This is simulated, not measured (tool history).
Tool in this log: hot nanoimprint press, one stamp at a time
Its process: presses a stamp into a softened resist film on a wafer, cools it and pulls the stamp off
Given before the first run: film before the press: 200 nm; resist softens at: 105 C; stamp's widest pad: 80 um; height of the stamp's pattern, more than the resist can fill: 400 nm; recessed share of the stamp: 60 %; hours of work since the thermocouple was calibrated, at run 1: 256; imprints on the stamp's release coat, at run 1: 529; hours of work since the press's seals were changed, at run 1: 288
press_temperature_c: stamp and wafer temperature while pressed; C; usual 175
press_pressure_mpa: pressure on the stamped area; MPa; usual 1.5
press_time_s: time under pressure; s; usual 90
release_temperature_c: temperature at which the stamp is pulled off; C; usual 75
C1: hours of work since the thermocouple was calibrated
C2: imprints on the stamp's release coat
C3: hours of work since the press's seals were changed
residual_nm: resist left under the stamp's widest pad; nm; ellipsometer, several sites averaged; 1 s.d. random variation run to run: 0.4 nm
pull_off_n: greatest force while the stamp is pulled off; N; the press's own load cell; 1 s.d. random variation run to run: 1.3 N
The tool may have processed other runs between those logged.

run 1 hour=0 | press_temperature_c=175 press_pressure_mpa=1.5 press_time_s=90 release_temperature_c=75 | C1=256 C2=529 C3=288 | residual_nm=78.3 pull_off_n=133
run 2 hour=10.9 | press_temperature_c=175 press_pressure_mpa=1.5 press_time_s=90 release_temperature_c=75 | C1=262 C2=559 C3=293 | residual_nm=78.2 pull_off_n=135
run 3 hour=27.3 | press_temperature_c=175 press_pressure_mpa=1.5 press_time_s=90 release_temperature_c=75 | C1=270 C2=606 C3=301 | residual_nm=78.6 pull_off_n=133
run 4 hour=35.3 | press_temperature_c=175 press_pressure_mpa=1.5 press_time_s=90 release_temperature_c=79 | C1=274 C2=628 C3=305 | residual_nm=78.6 pull_off_n=122
run 5 hour=45.9 | press_temperature_c=175 press_pressure_mpa=1.5 press_time_s=91 release_temperature_c=75 | C1=279 C2=658 C3=310 | residual_nm=77.8 pull_off_n=135
run 6 hour=54.1 | press_temperature_c=175 press_pressure_mpa=1.5 press_time_s=91 release_temperature_c=75 | C1=283 C2=681 C3=315 | residual_nm=78 pull_off_n=133
run 7 hour=61.7 | press_temperature_c=183 press_pressure_mpa=1.5 press_time_s=91 release_temperature_c=75 | C1=287 C2=703 C3=318 | residual_nm=47.6 pull_off_n=134
run 8 hour=75.3 | press_temperature_c=185 press_pressure_mpa=1.5 press_time_s=91 release_temperature_c=75 | C1=294 C2=741 C3=325 | residual_nm=41.6 pull_off_n=135
run 9 hour=90.2 | press_temperature_c=185 press_pressure_mpa=1.16 press_time_s=91 release_temperature_c=75 | C1=301 C2=784 C3=332 | residual_nm=47.6 pull_off_n=134
run 10 hour=100.1 | press_temperature_c=164 press_pressure_mpa=2.17 press_time_s=130 release_temperature_c=76 | C1=306 C2=811 C3=337 | residual_nm=113.6 pull_off_n=133
run 11 hour=107.5 | press_temperature_c=164 press_pressure_mpa=2 press_time_s=47 release_temperature_c=76 | C1=310 C2=832 C3=341 | residual_nm=152.4 pull_off_n=132
run 12 hour=118.9 | press_temperature_c=184 press_pressure_mpa=1.24 press_time_s=139 release_temperature_c=82 | C1=315 C2=865 C3=347 | residual_nm=39.6 pull_off_n=112

4 ways to go on from here, each from the tool as it stands after run 12. What would each give?
run A hour=131 | press_temperature_c=185 press_pressure_mpa=1.24 press_time_s=54 release_temperature_c=82 | C1=321 C2=899 C3=353 | residual_nm=? pull_off_n=?
run B hour=131 | press_temperature_c=175 press_pressure_mpa=1.45 press_time_s=104 release_temperature_c=75 | C1=321 C2=899 C3=353 | residual_nm=? pull_off_n=?
run C hour=131 | press_temperature_c=175 press_pressure_mpa=2.04 press_time_s=90 release_temperature_c=75 | C1=321 C2=899 C3=353 | residual_nm=? pull_off_n=?
run D hour=131 | press_temperature_c=170 press_pressure_mpa=1.42 press_time_s=139 release_temperature_c=82 | C1=321 C2=899 C3=353 | residual_nm=? pull_off_n=?

run=A residual_nm=58.3 pull_off_n=113
run=B residual_nm=74.2 pull_off_n=132
run=C residual_nm=67.4 pull_off_n=137
run=D residual_nm=90.3 pull_off_n=113
With the hidden condition removed and each run's random variation left untouched, the same runs would have given:
run=A residual_nm=59 pull_off_n=113
run=B residual_nm=75.1 pull_off_n=132
run=C residual_nm=68.2 pull_off_n=136
run=D residual_nm=91.4 pull_off_n=113
